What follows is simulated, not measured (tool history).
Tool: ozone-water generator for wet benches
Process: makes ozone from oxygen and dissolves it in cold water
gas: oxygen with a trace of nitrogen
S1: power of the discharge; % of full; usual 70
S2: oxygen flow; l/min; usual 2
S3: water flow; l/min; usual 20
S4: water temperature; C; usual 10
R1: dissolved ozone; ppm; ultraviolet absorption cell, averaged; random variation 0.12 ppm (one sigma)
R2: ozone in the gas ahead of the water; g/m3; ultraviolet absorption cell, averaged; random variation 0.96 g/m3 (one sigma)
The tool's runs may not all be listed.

run 1 day=0 | S1=70 S2=2 S3=20 S4=10 | R1=10.1 R2=163.1
run 2 day=3.95 | S1=70 S2=2.75 S3=20 S4=10 | R1=11.8 R2=145.4
run 3 day=8.204 | S1=70 S2=2.75 S3=20 S4=10 | R1=11.6 R2=143.2
run 4 day=14.183 | S1=70 S2=2 S3=20 S4=7 | R1=10.4 R2=162.3
run 5 day=18.912 | S1=70 S2=2 S3=20 S4=10 | R1=10.3 R2=162.5
run 6 day=24.325 | S1=70 S2=2 S3=20 S4=10 | R1=10.1 R2=161.5
run 7 day=28.483 | S1=70 S2=2 S3=20 S4=10 | R1=10 R2=162.9
-- day=34.233 contactor cleaned
run 8 day=34.846 | S1=70 S2=2 S3=20 S4=10 | R1=10 R2=161.9
-- day=36.054 water thermometer calibrated
run 9 day=41.671 | S1=70 S2=2 S3=20 S4=10 | R1=10.3 R2=163.3
run 10 day=45.333 | S1=90 S2=2 S3=20 S4=10 | R1=12.4 R2=196.2
run 11 day=51.217 | S1=90 S2=2 S3=20 S4=13 | R1=12.1 R2=195.3
run 12 day=57.25 | S1=90 S2=2 S3=20 S4=13 | R1=12.4 R2=197.8
run 13 day=60.779 | S1=90 S2=2 S3=20 S4=13 | R1=12.3 R2=196.3
run 14 day=66.712 | S1=90 S2=2 S3=20 S4=13 | R1=12.2 R2=196
run 15 day=71.004 | S1=70 S2=1.4 S3=20 S4=10 | R1=8.5 R2=186
run 16 day=77.362 | S1=70 S2=1.4 S3=20 S4=10 | R1=8.7 R2=185.2
run 17 day=81.229 | S1=98 S2=2 S3=20 S4=7 | R1=13.6 R2=210.1
run 18 day=85.912 | S1=90 S2=2.33 S3=14 S4=7 | R1=19.6 R2=185
run 19 day=90.317 | S1=70 S2=2 S3=26 S4=7 | R1=7.7 R2=161.7
run 20 day=97.967 | S1=70 S2=2 S3=26 S4=7 | R1=7.8 R2=160.1
run 21 day=102.121 | S1=81 S2=1.72 S3=13 S4=11 | R1=16.6 R2=191.6
run 22 day=108.775 | S1=81 S2=1.72 S3=13 S4=11 | R1=16.6 R2=191.7
run 23 day=114.358 | S1=81 S2=1.59 S3=13 S4=11 | R1=16 R2=197.1
run 24 day=119.946 | S1=81 S2=2.58 S3=23 S4=11 | R1=11 R2=163.8
run 25 day=123.138 | S1=61 S2=3.52 S3=23 S4=6 | R1=10.3 R2=116.1

Forecast each of these 4 alternatives for the next run:
run A day=127.517 | S1=70 S2=3.49 S3=21 S4=5 | R1=? R2=?
run B day=127.517 | S1=70 S2=1.25 S3=20 S4=10 | R1=? R2=?
run C day=127.517 | S1=67 S2=3.52 S3=23 S4=6 | R1=? R2=?
run D day=127.517 | S1=86 S2=3.52 S3=31 S4=6 | R1=? R2=?

run=A R1=12.9 R2=129.2
run=B R1=8.2 R2=191.8
run=C R1=11 R2=126.3
run=D R1=9.9 R2=152.7
Without the tool's hidden state the same runs would have given:
run=A R1=12.9 R2=131.9
run=B R1=8.2 R2=195.8
run=C R1=11 R2=128.9
run=D R1=9.9 R2=155.9

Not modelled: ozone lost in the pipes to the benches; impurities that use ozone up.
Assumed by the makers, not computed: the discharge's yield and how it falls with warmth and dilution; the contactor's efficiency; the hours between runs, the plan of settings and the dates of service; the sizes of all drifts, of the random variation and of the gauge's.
